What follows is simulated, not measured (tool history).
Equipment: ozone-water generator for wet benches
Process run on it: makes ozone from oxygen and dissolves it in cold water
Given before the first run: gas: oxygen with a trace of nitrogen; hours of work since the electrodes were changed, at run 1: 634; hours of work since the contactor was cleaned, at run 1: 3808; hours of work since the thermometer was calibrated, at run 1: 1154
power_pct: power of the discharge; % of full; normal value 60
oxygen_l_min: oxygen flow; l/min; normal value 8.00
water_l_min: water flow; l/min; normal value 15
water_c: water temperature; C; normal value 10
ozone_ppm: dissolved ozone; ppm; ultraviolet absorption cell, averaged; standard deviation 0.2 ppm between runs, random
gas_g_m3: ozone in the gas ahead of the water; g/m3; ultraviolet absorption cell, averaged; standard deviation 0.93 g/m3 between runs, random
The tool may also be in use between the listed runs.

run,day,power_pct,oxygen_l_min,water_l_min,water_c,hours of work since the electrodes were changed,hours of work since the contactor was cleaned,hours of work since the thermometer was calibrated,ozone_ppm,gas_g_m3
1,0.000,60,8.00,15,10,634,3808,1154,27.2,153.7
2,1.542,60,8.00,20,10,665,3839,1185,22.9,152.1
3,2.846,60,8.00,20,10,692,3865,1212,22.7,152.8
4,5.067,47,8.00,20,10,737,3910,1257,18.1,123.1
5,6.771,47,8.00,20,10,771,3945,1291,18.0,123.3
6,9.662,47,8.00,20,10,829,4003,1349,18.1,124.7
7,11.488,87,8.00,15,10,866,4040,1386,36.4,211.8
8,14.562,87,8.00,15,10,928,4102,1448,37.1,209.3
9,16.046,87,8.00,15,10,958,4132,1478,37.4,210.0
10,18.762,61,8.00,15,10,1013,4187,1533,27.0,152.9
11,20.083,61,8.00,15,10,1040,4213,1560,26.9,154.5
12,21.454,61,8.00,15,10,1067,4241,1587,27.2,155.6
13,24.446,61,8.00,15,10,1128,4301,1648,27.1,153.8
14,26.375,61,8.00,15,10,1167,4340,1687,27.1,152.3
15,29.083,60,8.00,17,10,1221,4395,1741,24.6,152.1
16,31.375,52,8.00,15,10,1268,4441,1788,23.1,135.1
17,34.158,52,8.00,15,10,1324,4498,1844,23.4,134.2
18,35.517,42,8.00,15,17,1351,4525,1871,16.8,110.2
19,38.029,60,5.96,15,11,1402,4576,1922,27.9,185.8
20,39.458,60,6.14,9,10,1431,4604,1951,37.7,181.7
21,41.788,70,7.53,22,11,1478,4652,1998,23.1,179.2
22,43.354,61,7.97,15,6,1509,4683,2029,28.5,154.8
23,45.446,61,7.97,15,6,1552,4725,2072,29.2,152.9
24,47.779,97,4.65,22,7,1599,4772,2119,33.3,328.9
25,49.312,97,4.65,22,7,1630,4803,2150,32.8,328.4
26,51.621,77,8.00,20,10,1676,4850,2196,26.8,187.4
27,53.975,77,7.80,12,10,1724,4898,2244,36.8,191.6
28,55.946,65,8.00,22,10,1764,4937,2284,21.7,161.0
29,58.942,65,8.00,22,10,1824,4998,2344,21.7,161.4
30,61.188,77,10.27,17,10,1869,5043,2389,27.9,156.6
31,62.621,73,12.69,10,12,1898,5072,2418,30.3,129.2
32,65.250,73,12.69,10,12,1952,5125,2471,30.7,127.6
33,66.983,44,9.04,15,13,1986,5160,2506,18.2,105.5

What if the next run were any one of these 4? Each begins from the tool's condition after run 33:
A,69.975,60,12.19,15,15,2047,5220,2567,?,?
B,69.975,57,9.04,15,11,2047,5220,2567,?,?
C,69.975,44,9.04,11,15,2047,5220,2567,?,?
D,69.975,44,12.67,11,13,2047,5220,2567,?,?

run,ozone_ppm,gas_g_m3
A,20.6,111.0
B,23.3,132.2
C,20.5,106.1
D,18.5,84.3
Had the tool no hidden state, the same runs would have come out as:
run,ozone_ppm,gas_g_m3
A,23.2,116.2
B,26.2,138.0
C,22.6,109.5
D,20.4,87.0

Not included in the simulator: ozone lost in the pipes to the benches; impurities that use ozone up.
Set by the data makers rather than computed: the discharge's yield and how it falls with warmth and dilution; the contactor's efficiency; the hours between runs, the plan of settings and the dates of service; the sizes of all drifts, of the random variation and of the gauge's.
